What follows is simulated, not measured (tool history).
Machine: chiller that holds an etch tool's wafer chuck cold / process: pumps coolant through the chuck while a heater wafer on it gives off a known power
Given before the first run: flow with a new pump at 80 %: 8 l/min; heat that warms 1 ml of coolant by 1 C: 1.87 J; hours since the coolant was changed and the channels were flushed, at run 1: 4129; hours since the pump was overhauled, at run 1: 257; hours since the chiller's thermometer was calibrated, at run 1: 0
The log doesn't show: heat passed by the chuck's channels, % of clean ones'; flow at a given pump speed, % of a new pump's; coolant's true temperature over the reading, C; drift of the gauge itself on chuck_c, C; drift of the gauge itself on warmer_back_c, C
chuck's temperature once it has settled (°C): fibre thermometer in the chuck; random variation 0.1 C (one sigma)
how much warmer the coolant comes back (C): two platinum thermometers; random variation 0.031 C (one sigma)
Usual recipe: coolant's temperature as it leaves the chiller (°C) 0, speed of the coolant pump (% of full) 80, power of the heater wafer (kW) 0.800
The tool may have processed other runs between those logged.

run,hour,coolant's temperature as it leaves the chiller (°C),speed of the coolant pump (% of full),power of the heater wafer (kW),hours since the coolant was changed and the channels were flushed,hours since the pump was overhauled,hours since the chiller's thermometer was calibrated,chuck's temperature once it has settled (°C),how much warmer the coolant comes back (C)
1,0.0,0,80,0.800,4129,257,0,10.8,3.21
2,22.4,0,80,0.800,4152,280,22,10.8,3.21
3,44.6,-4,80,0.800,4174,302,45,6.6,3.24
4,76.8,0,80,0.800,4206,334,77,10.9,3.21
5,98.8,0,80,0.656,4228,356,99,8.9,2.62
6,117.8,0,80,0.722,4247,375,118,9.6,2.92
7,137.3,-9,80,0.800,4266,395,137,1.8,3.21
8,174.1,-9,80,0.800,4303,431,174,1.6,3.22
9,200.7,-9,80,0.800,4330,458,201,1.9,3.23
10,223.3,-9,80,0.589,4353,481,223,-0.9,2.41
11,266.8,0,65,0.800,4396,524,267,12.3,3.91
12,304.3,-9,80,0.800,4433,562,304,2.0,3.18
13,323.6,-9,80,0.800,4453,581,324,2.0,3.25
14,357.4,-9,80,0.800,4487,615,357,2.0,3.21
15,397.8,-9,80,0.800,4527,655,398,2.0,3.25
16,441.9,-9,80,0.800,4571,699,442,2.1,3.25
17,478.8,2,98,0.671,4608,736,479,10.3,2.24
18,517.1,-3,88,0.804,4646,774,517,7.7,2.99
19,553.7,10,71,0.800,4683,811,554,21.7,3.59
20,573.1,-4,95,0.498,4702,830,573,2.5,1.72
21,596.7,-1,90,0.787,4726,854,597,9.3,2.82
22,631.1,-1,90,0.787,4760,888,631,9.2,2.84
23,670.6,-1,71,0.818,4800,928,671,11.0,3.73
24,705.5,0,71,0.800,4835,963,706,11.8,3.61
25,747.5,0,80,0.800,4877,1005,748,11.2,3.27
26,783.5,0,80,0.800,4913,1041,783,11.0,3.33
27,809.4,-5,96,1.050,4939,1067,809,8.4,3.60
28,836.3,-5,96,1.050,4965,1094,836,8.5,3.58
29,855.1,3,61,0.748,4984,1112,855,14.9,3.98
30,879.2,3,61,0.748,5008,1136,879,14.9,3.98
31,922.5,3,61,0.748,5052,1180,923,15.1,3.94

Predict each of these 3 candidate next runs independently; none follows another, all start after run 31:
A,949.3,0,80,1.099,5078,1207,949,?,?
B,949.3,-2,73,1.147,5078,1207,949,?,?
C,949.3,0,76,0.709,5078,1207,949,?,?

run,chuck's temperature once it has settled (°C),how much warmer the coolant comes back (C)
A,15.3,4.49
B,14.9,5.12
C,10.2,3.07
Take away the tool's hidden state, keep each run's random variation, and the runs would have read:
run,chuck's temperature once it has settled (°C),how much warmer the coolant comes back (C)
A,13.5,4.38
B,13.0,5.00
C,9.0,2.99
